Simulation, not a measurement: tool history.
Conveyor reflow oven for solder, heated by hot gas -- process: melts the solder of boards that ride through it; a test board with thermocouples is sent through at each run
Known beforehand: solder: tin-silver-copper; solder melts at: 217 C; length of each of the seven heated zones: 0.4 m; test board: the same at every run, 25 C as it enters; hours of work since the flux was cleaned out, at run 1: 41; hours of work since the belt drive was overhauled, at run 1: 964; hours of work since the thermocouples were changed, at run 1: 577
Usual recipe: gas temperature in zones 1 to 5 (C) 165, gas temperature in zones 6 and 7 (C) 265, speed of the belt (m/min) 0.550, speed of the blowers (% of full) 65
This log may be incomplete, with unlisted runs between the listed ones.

run	hour	gas temperature in zones 1 to 5 (C)	gas temperature in zones 6 and 7 (C)	speed of the belt (m/min)	speed of the blowers (% of full)	hours of work since the flux was cleaned out	hours of work since the belt drive was overhauled	hours of work since the thermocouples were changed	highest temperature of the board (C)	time above the solder's melting point (s)
1	0.0	165	265	0.550	65	41	964	577	249.4	63.2
2	94.3	165	265	0.550	65	92	1014	628	250.3	62.7
3	180.4	165	265	0.550	65	138	1061	674	250.4	62.7
4	271.6	165	265	0.550	65	187	1110	723	250.2	62.8
5	352.2	165	265	0.550	65	231	1154	767	248.8	62.5
6	426.3	165	265	0.550	65	271	1194	807	249.4	62.8
# hour 498.1: thermocouples of zones 6 and 7 changed
7	501.5	165	265	0.550	64	310	1233	2	251.6	63.8
# hour 550.1: flux residue cleaned out of gas plates and filters
8	571.4	165	265	0.550	64	11	1268	37	252.5	65.5
# hour 580.1: belt drive overhauled, speed set with a stopwatch
9	676.1	165	265	0.517	64	66	52	91	253.0	68.7
10	770.9	165	265	0.517	64	117	103	142	252.6	68.0
11	824.6	165	265	0.517	64	146	132	171	252.5	67.7
12	876.1	165	265	0.517	64	174	160	199	252.3	68.2
13	919.6	161	265	0.550	65	197	183	223	250.0	59.3
14	992.7	161	265	0.550	89	237	223	262	253.2	63.1
15	1088.3	158	265	0.550	89	288	274	314	253.0	61.7
16	1158.7	152	265	0.555	73	326	312	352	249.5	56.4
# hour 1178.3: flux residue cleaned out of gas plates and filters
17	1211.5	165	255	0.550	65	18	338	377	241.8	54.2
18	1276.4	151	255	0.506	65	53	373	412	242.6	55.4
19	1369.8	156	257	0.506	65	103	423	463	244.6	59.7
20	1428.5	165	265	0.655	61	135	455	494	243.5	44.5
21	1518.8	174	271	0.655	61	184	504	543	250.1	54.0
22	1596.8	165	272	0.494	65	226	546	585	259.4	77.6
23	1693.6	161	263	0.494	55	278	598	637	249.1	66.8
# hour 1800.0: flux residue cleaned out of gas plates and filters
24	1800.0	161	263	0.494	55	0	653	692	249.4	67.6
25	1888.6	172	274	0.579	60	48	700	740	256.8	66.5
26	1969.0	172	274	0.579	60	91	744	783	256.8	66.2
27	2035.6	172	274	0.579	60	127	780	819	257.4	65.8
# hour 2086.5: thermocouples of zones 6 and 7 changed
28	2100.2	175	271	0.516	61	161	813	7	259.0	78.9
29	2196.3	179	265	0.550	81	213	865	59	254.4	72.7
30	2296.3	179	265	0.550	57	267	919	113	251.4	68.4

Measured less the same run without the tool's hidden state. The same run-to-run variation is in both; the gauge's scatter may not be:
Hidden state present: heat that the gas passes to the board, % of a clean oven's; belt's true speed, % of the reading; true gas temperature in zones 6 and 7 over the reading, C; drift of the gauge itself on peak_c, C; drift of the gauge itself on liquid_s, %.
run	highest temperature of the board (C)	time above the solder's melting point (s)
1	-1.0	+0.8
2	-1.2	+0.7
3	-1.4	+0.6
4	-1.6	+0.4
5	-1.9	+0.4
6	-2.0	+0.2
7	+0.5	+2.4
8	+1.3	+3.4
9	+0.1	+0.0
10	-0.2	-0.2
11	-0.3	-0.3
12	-0.5	-0.3
13	-0.6	-0.5
14	-0.9	-0.6
15	-1.1	-0.8
16	-1.4	-1.1
17	-0.4	+0.1
18	-0.6	-0.1
19	-0.8	-0.3
20	-0.9	-0.3
21	-1.1	-0.2
22	-1.3	+0.1
23	-1.5	-0.5
24	-1.0	+0.3
25	-1.2	+0.5
26	-1.3	+0.4
27	-1.4	+0.4
28	-0.3	+1.4
29	-0.6	+1.2
30	-0.7	+1.0

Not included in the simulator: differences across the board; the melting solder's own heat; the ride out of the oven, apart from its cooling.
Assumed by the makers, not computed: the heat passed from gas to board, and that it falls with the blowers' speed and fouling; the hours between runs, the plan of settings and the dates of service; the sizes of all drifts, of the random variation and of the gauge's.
